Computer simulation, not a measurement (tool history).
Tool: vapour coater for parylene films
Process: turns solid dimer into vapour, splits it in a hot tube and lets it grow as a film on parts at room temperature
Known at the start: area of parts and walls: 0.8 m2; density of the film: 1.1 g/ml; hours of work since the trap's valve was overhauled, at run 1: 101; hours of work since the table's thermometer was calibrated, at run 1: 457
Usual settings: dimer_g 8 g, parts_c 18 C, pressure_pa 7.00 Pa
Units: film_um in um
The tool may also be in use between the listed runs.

run,day,dimer_g,parts_c,pressure_pa,hours of work since the trap's valve was overhauled,hours of work since the table's thermometer was calibrated,film_um
1,0.000,8,18,7.00,101,457,5.94
2,0.729,8,15,7.00,108,465,6.37
3,1.475,8,18,7.00,116,473,6.03
4,2.867,8,18,7.00,130,487,5.95
5,3.650,8,18,7.00,138,495,5.93
6,4.383,8,20,7.00,146,503,5.72
7,5.362,8,20,7.00,156,513,5.71
8,6.612,8,20,7.00,169,526,5.74
9,7.625,8,20,7.00,180,537,5.72
10,9.425,8,20,7.00,198,555,5.62
11,11.154,8,20,7.00,216,573,5.72
12,11.925,8,20,7.00,224,581,5.79
13,13.675,8,20,6.46,242,599,5.71
14,14.562,8,20,6.46,252,609,5.74
15,16.046,7,21,4.98,267,624,5.07
16,16.817,9,18,7.00,275,632,6.85
# day 17.146: trap's valve overhauled
17,18.446,4,18,6.64,13,647,3.00
18,20.250,13,18,7.00,32,666,9.76
19,21.388,13,18,7.00,44,678,9.61
20,22.375,3,16,9.00,54,688,2.26
21,23.517,3,16,9.00,66,700,2.31

Run 22 comes next. What will it give?
22,24.646,3,27,9.00,78,711,?

Run 22 gave film_um 1.76 um.
Without the tool's hidden state the same run would have given film_um 1.76 um.
